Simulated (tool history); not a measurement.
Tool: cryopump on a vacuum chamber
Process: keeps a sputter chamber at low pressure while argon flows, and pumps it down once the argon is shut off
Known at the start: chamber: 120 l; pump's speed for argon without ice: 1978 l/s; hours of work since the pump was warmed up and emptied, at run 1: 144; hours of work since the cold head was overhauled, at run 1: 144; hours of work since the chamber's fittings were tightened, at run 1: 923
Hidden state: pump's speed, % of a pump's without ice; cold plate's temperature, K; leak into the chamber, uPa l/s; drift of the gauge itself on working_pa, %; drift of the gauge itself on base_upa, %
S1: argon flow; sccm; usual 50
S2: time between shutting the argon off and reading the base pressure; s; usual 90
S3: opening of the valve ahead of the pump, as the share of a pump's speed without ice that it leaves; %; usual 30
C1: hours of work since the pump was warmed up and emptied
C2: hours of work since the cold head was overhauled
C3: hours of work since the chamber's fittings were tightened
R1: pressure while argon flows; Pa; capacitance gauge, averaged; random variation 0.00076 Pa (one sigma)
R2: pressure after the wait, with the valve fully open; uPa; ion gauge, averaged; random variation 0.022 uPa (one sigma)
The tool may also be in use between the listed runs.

run    hour  S1   S2  S3   C1    C2    C3      R1    R2
  1     0.0  50   90  30  144   144   923  0.1438  0.88
  2    75.0  50   90  30  192   192   970  0.1443  0.94
  3   169.4  69   90  30  252   252  1030  0.2006  0.93
  4   250.3  51   90  30  303   303  1081  0.1473  0.97
  5   316.2  51   90  30  345   345  1123  0.1489  1.03
  6   418.6  51   90  30  410   410  1188  0.1488  0.99
  7   474.7  51   90  30  445   445  1224  0.1508  1.09
  8   541.9  51   90  30  488   488  1266  0.1520  1.00
  9   651.3  51   90  30  557   557  1335  0.1505  1.10
 10   721.2  51   90  30  602   602  1380  0.1507  1.08
 11   795.0  51   90  30  648   648  1427  0.1518  1.13
 12   876.7  50   90  30  700   700  1478  0.1485  1.15
 13   962.4  50   90  30  754   754  1533  0.1495  1.16
 14  1071.8  50   90  30  824   824  1602  0.1512  1.27
     1106.5  -- pump warmed up, emptied and cooled again
 15  1167.7  50   90  30   39   881  1660  0.1440  1.12
 16  1217.8  50   90  30   70   913  1691  0.1433  1.15
 17  1311.9  50   90  30  130   973  1751  0.1428  1.20
 18  1365.2  50  275  54  164  1007  1785  0.0813  0.91
 19  1421.8  20  100  56  200  1042  1821  0.0316  1.21
 20  1469.4  20  100  20  230  1073  1851  0.0863  1.18
 21  1540.8  50  131  16  275  1118  1896  0.2710  1.15
 22  1620.5  36  294  21  326  1168  1947  0.1484  1.02
 23  1700.0  24   77  32  376  1219  1997  0.0652  1.41
 24  1752.9  24   77  32  410  1252  2030  0.0660  1.44
 25  1819.5  50  141  30  452  1294  2073  0.1473  1.21
 26  1896.9  26   43  24  501  1344  2122  0.0959  1.80

Forecast run 27:
 27  2004.4  26  43  24  569  1412  2190   ?   ?

{"run 27": {"R1": 0.0958, "R2": 1.89}}
Without the tool's hidden state the same run would have given R1 0.0924 Pa, R2 1.03 uPa.
